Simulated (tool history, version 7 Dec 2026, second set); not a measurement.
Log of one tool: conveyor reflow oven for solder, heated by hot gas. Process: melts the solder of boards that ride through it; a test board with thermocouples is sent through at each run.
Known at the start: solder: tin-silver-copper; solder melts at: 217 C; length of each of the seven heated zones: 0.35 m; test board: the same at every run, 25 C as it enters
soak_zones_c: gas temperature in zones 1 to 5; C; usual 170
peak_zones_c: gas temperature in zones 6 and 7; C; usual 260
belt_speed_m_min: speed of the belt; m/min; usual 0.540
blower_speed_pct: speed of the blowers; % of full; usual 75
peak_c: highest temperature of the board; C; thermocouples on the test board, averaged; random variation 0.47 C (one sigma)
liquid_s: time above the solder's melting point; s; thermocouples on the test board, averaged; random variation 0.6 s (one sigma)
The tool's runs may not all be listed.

Run 1, day 0.000: usual settings. Result: peak_c 246.2 C, liquid_s 53.4 s.
Run 2, day 0.375: usual settings but soak_zones_c 178 C. Result: peak_c 247.0 C, liquid_s 56.5 s.
Run 3, day 0.650: usual settings but soak_zones_c 178 C. Result: peak_c 246.7 C, liquid_s 57.4 s.
Run 4, day 1.004: usual settings but soak_zones_c 178 C. Result: peak_c 247.0 C, liquid_s 58.1 s.
Run 5, day 1.321: usual settings but soak_zones_c 178 C, belt_speed_m_min 0.636 m/min. Result: peak_c 242.2 C, liquid_s 42.9 s.
Run 6, day 1.738: usual settings but soak_zones_c 178 C, belt_speed_m_min 0.636 m/min. Result: peak_c 243.1 C, liquid_s 43.8 s.
Run 7, day 2.079: usual settings. Result: peak_c 245.9 C, liquid_s 52.0 s.
Run 8, day 2.479: usual settings but soak_zones_c 157 C. Result: peak_c 243.7 C, liquid_s 46.6 s.
Run 9, day 2.925: usual settings. Result: peak_c 244.9 C, liquid_s 53.9 s.
Run 10, day 3.321: usual settings. Result: peak_c 245.6 C, liquid_s 51.4 s.
Run 11, day 3.621: usual settings. Result: peak_c 245.6 C, liquid_s 52.3 s.
Run 12, day 4.033: usual settings. Result: peak_c 244.9 C, liquid_s 52.4 s.
Run 13, day 4.492: usual settings. Result: peak_c 246.1 C, liquid_s 51.6 s.
Run 14, day 4.900: usual settings but soak_zones_c 166 C. Result: peak_c 244.8 C, liquid_s 50.4 s.
Run 15, day 5.192: usual settings but soak_zones_c 166 C. Result: peak_c 244.5 C, liquid_s 50.3 s.

Forecast run 16:
Run 16, day 5.592: usual settings but soak_zones_c 176 C, peak_zones_c 255 C, belt_speed_m_min 0.430 m/min, blower_speed_pct 50 % of full. Result: peak_c ?, liquid_s ?.

Run 16 gave peak_c 242.5 C, liquid_s 66.6 s.
Without the tool's hidden state the same run would have given peak_c 243.9 C, liquid_s 68.6 s.
